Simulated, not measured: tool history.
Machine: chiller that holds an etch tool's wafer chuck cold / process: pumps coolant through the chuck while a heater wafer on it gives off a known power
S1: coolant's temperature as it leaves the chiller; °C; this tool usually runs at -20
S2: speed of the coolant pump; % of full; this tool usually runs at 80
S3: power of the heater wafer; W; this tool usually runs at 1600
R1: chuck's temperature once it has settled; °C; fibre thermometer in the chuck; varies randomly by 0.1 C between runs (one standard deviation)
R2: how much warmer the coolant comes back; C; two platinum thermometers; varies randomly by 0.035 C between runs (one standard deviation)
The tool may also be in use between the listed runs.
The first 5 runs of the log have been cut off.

| run | hour | S1 | S2 | S3 | R1 | R2 |
|---|---|---|---|---|---|---|
| 6 | 115.1 | -20 | 80 | 1600 | -4.1 | 5.87 |
| 7 | 145.7 | -20 | 81 | 1600 | -4.5 | 5.8 |
| 8 | 172.3 | -20 | 80 | 1600 | -4 | 5.87 |
| 9 | 202.2 | -20 | 80 | 1600 | -4.2 | 5.87 |
| 10 | 235.8 | -20 | 68 | 1600 | -1.3 | 6.96 |
| 11 | 259.9 | -20 | 68 | 1600 | -1.4 | 7.06 |
| 12 | 281.6 | -20 | 68 | 1600 | -1.4 | 6.99 |
| 13 | 303.4 | -20 | 68 | 1600 | -1.5 | 6.96 |
| 14 | 330.7 | -20 | 68 | 1600 | -1.3 | 7 |
| 15 | 359.7 | -20 | 68 | 2273 | 6.2 | 10.02 |
| 16 | 381 | -20 | 68 | 2273 | 6.4 | 9.95 |
| 17 | 415.2 | -20 | 68 | 2273 | 6.5 | 9.97 |
| 18 | 451 | -21 | 82 | 1403 | -7.5 | 4.91 |
| 19 | 488.3 | -20 | 71 | 1919 | 1.3 | 7.95 |
| 20 | 511.9 | -20 | 71 | 1919 | 1.4 | 7.88 |
| 21 | 529.7 | -22 | 80 | 1445 | -7.8 | 5.25 |
| 22 | 559.3 | -22 | 80 | 1445 | -7.7 | 5.2 |
| 23 | 578.8 | -22 | 80 | 1445 | -7.5 | 5.29 |

Predict the results of run 24:
| 24 | 598.4 | -22 | 80 | 1445 | ? | ? |

R1: -7.6 °C
R2: 5.19 C
With no hidden state in the tool, this same run would have given R1 -7.6 °C, R2 5.36 C.
